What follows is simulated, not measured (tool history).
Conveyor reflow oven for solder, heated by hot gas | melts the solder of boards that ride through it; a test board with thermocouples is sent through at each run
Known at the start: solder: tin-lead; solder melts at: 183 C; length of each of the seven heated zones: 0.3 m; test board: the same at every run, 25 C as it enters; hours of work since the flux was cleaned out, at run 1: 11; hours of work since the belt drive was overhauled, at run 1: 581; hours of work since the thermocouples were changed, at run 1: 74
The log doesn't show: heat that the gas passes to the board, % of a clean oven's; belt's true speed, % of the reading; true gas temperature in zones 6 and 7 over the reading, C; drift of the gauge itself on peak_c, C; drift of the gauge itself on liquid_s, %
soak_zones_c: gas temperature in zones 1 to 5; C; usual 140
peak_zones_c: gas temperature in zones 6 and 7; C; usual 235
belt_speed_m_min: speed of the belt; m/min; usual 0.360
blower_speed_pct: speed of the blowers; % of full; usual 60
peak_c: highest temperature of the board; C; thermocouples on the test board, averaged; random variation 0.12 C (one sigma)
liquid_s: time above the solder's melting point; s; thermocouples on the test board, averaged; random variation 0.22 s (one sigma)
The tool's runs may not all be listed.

| run | hour | soak_zones_c | peak_zones_c | belt_speed_m_min | blower_speed_pct | hours of work since the flux was cleaned out | hours of work since the belt drive was overhauled | hours of work since the thermocouples were changed | peak_c | liquid_s |
|---|---|---|---|---|---|---|---|---|---|---|
| 1 | 0.0 | 140 | 235 | 0.360 | 60 | 11 | 581 | 74 | 218.9 | 79.0 |
| 2 | 20.6 | 140 | 235 | 0.360 | 60 | 20 | 590 | 83 | 219.0 | 78.5 |
| 3 | 38.9 | 140 | 235 | 0.360 | 60 | 28 | 597 | 91 | 218.7 | 79.0 |
| 4 | 53.7 | 140 | 235 | 0.360 | 60 | 34 | 604 | 97 | 218.7 | 78.8 |
| 5 | 73.2 | 140 | 235 | 0.360 | 60 | 43 | 612 | 106 | 218.9 | 79.0 |
| 6 | 83.8 | 140 | 233 | 0.360 | 60 | 47 | 617 | 110 | 217.1 | 77.2 |
| 7 | 92.8 | 140 | 233 | 0.360 | 60 | 51 | 621 | 114 | 217.1 | 77.5 |
| 8 | 109.2 | 140 | 235 | 0.360 | 83 | 58 | 628 | 121 | 224.5 | 85.1 |
| 9 | 127.1 | 140 | 235 | 0.360 | 83 | 66 | 636 | 129 | 224.8 | 85.3 |
| 10 | 138.5 | 140 | 235 | 0.360 | 83 | 71 | 641 | 134 | 224.8 | 85.4 |
| 11 | 152.1 | 140 | 235 | 0.360 | 52 | 77 | 646 | 140 | 215.9 | 75.2 |
| 12 | 165.3 | 140 | 235 | 0.360 | 52 | 83 | 652 | 145 | 215.9 | 75.0 |
|  | 171.8 | flux residue cleaned out of gas plates and filters |
| 13 | 189.2 | 133 | 242 | 0.421 | 82 | 8 | 660 | 154 | 225.1 | 69.8 |
| 14 | 207.8 | 145 | 244 | 0.306 | 82 | 16 | 668 | 162 | 236.9 | 112.5 |
|  | 223.0 | flux residue cleaned out of gas plates and filters, once more |
| 15 | 233.0 | 132 | 230 | 0.371 | 74 | 4 | 677 | 170 | 216.9 | 72.5 |
| 16 | 251.8 | 132 | 230 | 0.371 | 74 | 12 | 685 | 179 | 216.8 | 72.3 |
| 17 | 260.8 | 132 | 230 | 0.371 | 74 | 16 | 689 | 182 | 216.5 | 72.1 |
| 18 | 275.0 | 132 | 230 | 0.407 | 78 | 23 | 695 | 189 | 215.2 | 63.4 |
| 19 | 292.0 | 128 | 235 | 0.360 | 67 | 30 | 703 | 196 | 219.5 | 75.0 |
| 20 | 307.7 | 140 | 235 | 0.310 | 60 | 37 | 709 | 203 | 223.6 | 98.0 |
| 21 | 319.6 | 155 | 235 | 0.354 | 60 | 42 | 715 | 208 | 222.4 | 92.1 |

3 ways to go on from here, each from the tool as it stands after run 21. What would each give?
| A | 330.5 | 140 | 247 | 0.360 | 60 | 47 | 719 | 213 | ? | ? |
| B | 330.5 | 155 | 235 | 0.354 | 66 | 47 | 719 | 213 | ? | ? |
| C | 330.5 | 132 | 226 | 0.360 | 60 | 47 | 719 | 213 | ? | ? |

| run | peak_c | liquid_s |
|---|---|---|
| A | 229.6 | 88.9 |
| B | 223.8 | 93.5 |
| C | 210.0 | 65.9 |
Without the tool's hidden state the same runs would have given:
| run | peak_c | liquid_s |
|---|---|---|
| A | 228.5 | 86.0 |
| B | 222.9 | 90.7 |
| C | 209.0 | 62.9 |
